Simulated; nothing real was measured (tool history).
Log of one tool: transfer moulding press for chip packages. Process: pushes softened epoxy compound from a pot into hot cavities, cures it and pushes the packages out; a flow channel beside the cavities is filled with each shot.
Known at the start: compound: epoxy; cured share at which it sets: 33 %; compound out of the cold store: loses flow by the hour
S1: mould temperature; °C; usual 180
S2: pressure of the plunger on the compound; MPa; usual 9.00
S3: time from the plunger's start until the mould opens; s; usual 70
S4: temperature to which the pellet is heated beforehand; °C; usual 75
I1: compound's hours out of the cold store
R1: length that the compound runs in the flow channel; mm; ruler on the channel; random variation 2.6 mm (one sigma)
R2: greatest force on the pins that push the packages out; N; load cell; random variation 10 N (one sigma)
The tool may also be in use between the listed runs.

run	hour	S1	S2	S3	S4	I1	R1	R2
1	0.0	180	9.00	70	75	19.9	645	425
2	37.1	180	9.00	70	75	28.2	624	701
# hour 62.6: cavities cleaned with cleaning compound and waxed
3	78.7	180	9.00	70	75	26.7	622	553
4	111.6	180	9.00	63	75	22.8	629	945
# hour 126.1: cavities cleaned with cleaning compound and waxed
5	156.1	180	9.00	63	75	28.6	612	868
# hour 181.6: plunger's sealing rings changed
6	189.0	180	9.00	63	75	32.9	615	923
# hour 194.6: cavities cleaned with cleaning compound and waxed
7	241.7	180	9.00	70	75	31.8	618	695
# hour 260.3: cavities cleaned with cleaning compound and waxed
8	296.6	180	9.00	70	75	20.5	642	670
# hour 324.7: cavities cleaned with cleaning compound and waxed
# hour 346.8: mould's thermocouples calibrated
9	359.5	180	9.00	70	75	12.5	657	731
10	386.4	180	9.00	70	68	35.5	602	793
# hour 393.2: cavities cleaned with cleaning compound and waxed
11	415.3	180	9.00	70	68	32.8	608	683
# hour 436.8: plunger's sealing rings changed
# hour 461.6: cavities cleaned with cleaning compound and waxed
12	465.9	180	9.00	70	68	40.2	609	498
13	507.4	180	9.00	70	68	23.0	642	759
# hour 527.9: cavities cleaned with cleaning compound and waxed
14	550.0	180	8.39	104	68	19.1	625	388
# hour 591.7: cavities cleaned with cleaning compound and waxed
15	601.9	180	8.39	104	81	9.7	643	351
16	635.6	175	10.38	73	68	31.2	668	910
# hour 657.8: cavities cleaned with cleaning compound and waxed
17	664.8	175	9.00	70	67	47.5	588	668
# hour 690.0: plunger's sealing rings changed
18	696.4	175	6.88	70	67	12.0	593	1027
# hour 726.0: cavities cleaned with cleaning compound and waxed
19	762.0	181	7.49	70	75	46.1	535	619
# hour 790.1: cavities cleaned with cleaning compound and waxed
20	820.7	184	8.34	88	75	33.3	585	452
# hour 853.2: cavities cleaned with cleaning compound and waxed
21	882.3	184	8.34	88	75	26.3	595	443
# hour 919.9: cavities cleaned with cleaning compound and waxed
# hour 942.7: plunger's sealing rings changed
22	950.0	184	8.34	88	75	14.6	635	451
# hour 988.1: cavities cleaned with cleaning compound and waxed
23	1003.7	180	8.32	55	75	10.7	641	1165
# hour 1053.3: cavities cleaned with cleaning compound and waxed
24	1054.4	173	7.42	57	78	36.2	561	1034
25	1087.1	180	7.23	70	65	22.9	568	706
# hour 1119.3: cavities cleaned with cleaning compound and waxed
26	1136.7	179	10.52	70	80	39.9	643	588

Measured less the same run without the tool's hidden state. The same run-to-run variation is in both; the gauge's scatter may not be:
The hidden state here: true mould temperature over the reading, C; pressure that reaches the compound, % of what is set; grip of the stained cavities, % over clean ones'; drift of the gauge itself on flow_mm, %; drift of the gauge itself on push_out_n, %.
run	R1	R2
1	-8	-23
2	-10	+241
3	-14	+116
4	-17	+354
5	-20	+283
6	-5	+363
7	-9	+253
8	-13	+228
9	-15	+266
10	-15	+344
11	-18	+226
12	-2	+49
13	-4	+307
14	-8	+118
15	-11	+77
16	-14	+363
17	-15	+105
18	-1	+383
19	-5	+230
20	-9	+165
21	-13	+159
22	-2	+148
23	-6	+269
24	-8	+9
25	-10	+244
26	-14	+148

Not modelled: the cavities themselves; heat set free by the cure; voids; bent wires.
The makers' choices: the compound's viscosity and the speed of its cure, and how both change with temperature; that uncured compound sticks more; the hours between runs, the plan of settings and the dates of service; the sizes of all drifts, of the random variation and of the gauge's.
